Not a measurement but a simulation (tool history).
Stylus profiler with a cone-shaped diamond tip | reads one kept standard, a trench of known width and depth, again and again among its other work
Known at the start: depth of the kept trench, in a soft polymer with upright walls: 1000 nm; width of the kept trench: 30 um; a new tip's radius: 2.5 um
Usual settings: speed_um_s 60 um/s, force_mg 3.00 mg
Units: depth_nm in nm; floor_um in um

run   hour  speed_um_s  force_mg  depth_nm  floor_um
  1    0.0          60      3.00   1015.54     24.38
  2   21.7          60      3.00   1015.40     24.34
  3   63.9          22      3.00   1015.58     24.42
  4   99.6          60      3.00   1015.39     24.28
  5  118.4          60      3.00   1015.09     24.21
  6  140.9          60      3.00   1015.28     24.26
  7  164.7          60      3.00   1015.57     24.23
  8  188.4          60      3.00   1015.47     24.17
  9  212.4          60      3.00   1014.81     24.21
 10  236.9          60      3.00   1015.35     24.14
 11  259.9         159      6.24   1025.86     24.02
 12  289.1          60      4.49   1020.46     24.15
 13  327.0          56      4.95   1022.18     24.14
 14  367.5          46      4.23   1018.01     24.16
 15  387.7          46      4.23   1018.72     24.17
 16  406.9          46      4.23   1018.82     24.13
 17  447.0          68      4.23   1021.10     24.02
 18  478.6          68      4.23   1021.15     24.06
 19  510.9         215      7.48   1030.79     23.80
 20  548.7          60      1.65   1010.94     23.84

Not shown: 2 entries that the log had between the listed runs. Between which runs, and how does the tool's hidden state differ before and after?
Between runs 13 and 14: height scale calibrated on a step standard (hour 331.0)
  radius of the tip, um: 4.57 -> 4.61; height scale over the true one, %: -0.161 -> -0.252
  measured less the result without the state, depth_nm: -1.64 -> -2.56 nm; floor_um: -1.71 -> -1.74 um
Between runs 16 and 17: height scale calibrated on a step standard, once more (hour 429.3)
  radius of the tip, um: 4.65 -> 4.69; height scale over the true one, %: -0.255 -> -0.012
  measured less the result without the state, depth_nm: -2.61 -> -0.12 nm; floor_um: -1.76 -> -1.79 um
